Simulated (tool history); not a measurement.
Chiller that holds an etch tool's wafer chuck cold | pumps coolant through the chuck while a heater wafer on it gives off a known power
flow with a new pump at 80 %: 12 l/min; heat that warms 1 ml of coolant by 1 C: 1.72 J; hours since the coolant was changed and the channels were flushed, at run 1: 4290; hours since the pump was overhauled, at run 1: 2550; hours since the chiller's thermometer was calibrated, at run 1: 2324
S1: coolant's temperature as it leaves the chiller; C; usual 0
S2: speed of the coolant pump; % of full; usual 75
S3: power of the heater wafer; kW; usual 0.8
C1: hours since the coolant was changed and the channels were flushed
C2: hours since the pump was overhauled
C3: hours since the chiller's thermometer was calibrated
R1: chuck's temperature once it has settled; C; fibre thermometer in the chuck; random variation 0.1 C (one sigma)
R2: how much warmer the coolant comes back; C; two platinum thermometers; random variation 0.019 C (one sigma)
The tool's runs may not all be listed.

| run | hour | S1 | S2 | S3 | C1 | C2 | C3 | R1 | R2 |
|---|---|---|---|---|---|---|---|---|---|
| 1 | 0 | 0 | 75 | 0.8 | 4290 | 2550 | 2324 | 5.8 | 2.53 |
| 2 | 41.4 | -3 | 75 | 0.8 | 4331 | 2592 | 2365 | 2.7 | 2.49 |
| 3 | 78.2 | 0 | 75 | 0.8 | 4368 | 2628 | 2402 | 6 | 2.51 |
| 4 | 123.3 | 0 | 75 | 0.8 | 4413 | 2673 | 2447 | 5.8 | 2.54 |
| 5 | 161.5 | 0 | 75 | 0.8 | 4452 | 2712 | 2486 | 5.7 | 2.54 |
| 6 | 210.8 | 0 | 75 | 0.8 | 4501 | 2761 | 2535 | 5.7 | 2.52 |
| 7 | 264.6 | 0 | 75 | 0.8 | 4555 | 2815 | 2589 | 5.5 | 2.52 |
| 8 | 301.9 | 0 | 75 | 0.8 | 4592 | 2852 | 2626 | 5.7 | 2.57 |
| 9 | 362.3 | 0 | 75 | 0.8 | 4652 | 2912 | 2686 | 5.7 | 2.54 |
| 10 | 410.9 | 0 | 75 | 0.8 | 4701 | 2961 | 2735 | 5.8 | 2.59 |
| 11 | 472.7 | 0 | 75 | 0.488 | 4763 | 3023 | 2797 | 3.6 | 1.59 |
| 12 | 505.8 | 0 | 75 | 0.488 | 4796 | 3056 | 2830 | 3.5 | 1.57 |
| 13 | 535.5 | 0 | 75 | 0.488 | 4825 | 3086 | 2860 | 3.5 | 1.61 |
| 14 | 569.9 | 0 | 75 | 0.488 | 4860 | 3120 | 2894 | 3.5 | 1.6 |
| 15 | 624.3 | 0 | 75 | 0.488 | 4914 | 3174 | 2948 | 3.5 | 1.6 |
| 16 | 664.6 | 0 | 75 | 0.488 | 4955 | 3215 | 2989 | 3.6 | 1.64 |
| 17 | 698.4 | -10 | 61 | 0.8 | 4988 | 3249 | 3022 | -3.3 | 3.22 |
| 18 | 725.1 | -10 | 61 | 0.8 | 5015 | 3275 | 3049 | -3.3 | 3.22 |
| 19 | 784.4 | -4 | 65 | 0.883 | 5074 | 3335 | 3108 | 3 | 3.33 |
| 20 | 836.3 | -7 | 96 | 0.647 | 5126 | 3386 | 3160 | -3.2 | 1.65 |
| 21 | 891.4 | -7 | 96 | 0.647 | 5181 | 3442 | 3215 | -3 | 1.65 |
| 22 | 933.7 | 3 | 71 | 0.615 | 5224 | 3484 | 3258 | 7.7 | 2.2 |
| 23 | 995.3 | 0 | 81 | 1.084 | 5285 | 3545 | 3319 | 7.5 | 3.25 |
| 24 | 1036.5 | 5 | 75 | 0.5 | 5327 | 3587 | 3361 | 8.6 | 1.71 |
| 25 | 1076.5 | 0 | 75 | 1.107 | 5367 | 3627 | 3401 | 8 | 3.59 |
| 26 | 1127.8 | 9 | 75 | 1.107 | 5418 | 3678 | 3452 | 16.9 | 3.59 |
| 27 | 1173.4 | -5 | 70 | 0.891 | 5463 | 3724 | 3497 | 1.7 | 3.17 |
| 28 | 1226 | 0 | 69 | 1.149 | 5516 | 3776 | 3550 | 8.8 | 4.08 |
| 29 | 1280.2 | 0 | 75 | 0.604 | 5570 | 3830 | 3604 | 4.4 | 2.04 |
| 30 | 1317.6 | -5 | 75 | 0.458 | 5608 | 3868 | 3642 | -1.7 | 1.61 |
| 31 | 1378.7 | -5 | 75 | 0.458 | 5669 | 3929 | 3703 | -1.8 | 1.63 |

4 ways to go on from here, each from the tool as it stands after run 31. What would each give?
| A | 1419.4 | -8 | 80 | 0.8 | 5709 | 3970 | 3743 | ? | ? |
| B | 1419.4 | -5 | 75 | 0.899 | 5709 | 3970 | 3743 | ? | ? |
| C | 1419.4 | -2 | 75 | 0.8 | 5709 | 3970 | 3743 | ? | ? |
| D | 1419.4 | -2 | 90 | 0.982 | 5709 | 3970 | 3743 | ? | ? |

| run | R1 | R2 |
|---|---|---|
| A | -2.6 | 2.5 |
| B | 1.4 | 2.99 |
| C | 3.8 | 2.67 |
| D | 4.2 | 2.71 |
Without the tool's hidden state the same runs would have given:
| run | R1 | R2 |
|---|---|---|
| A | -2.6 | 2.3 |
| B | 1.4 | 2.8 |
| C | 3.8 | 2.47 |
| D | 4.1 | 2.51 |
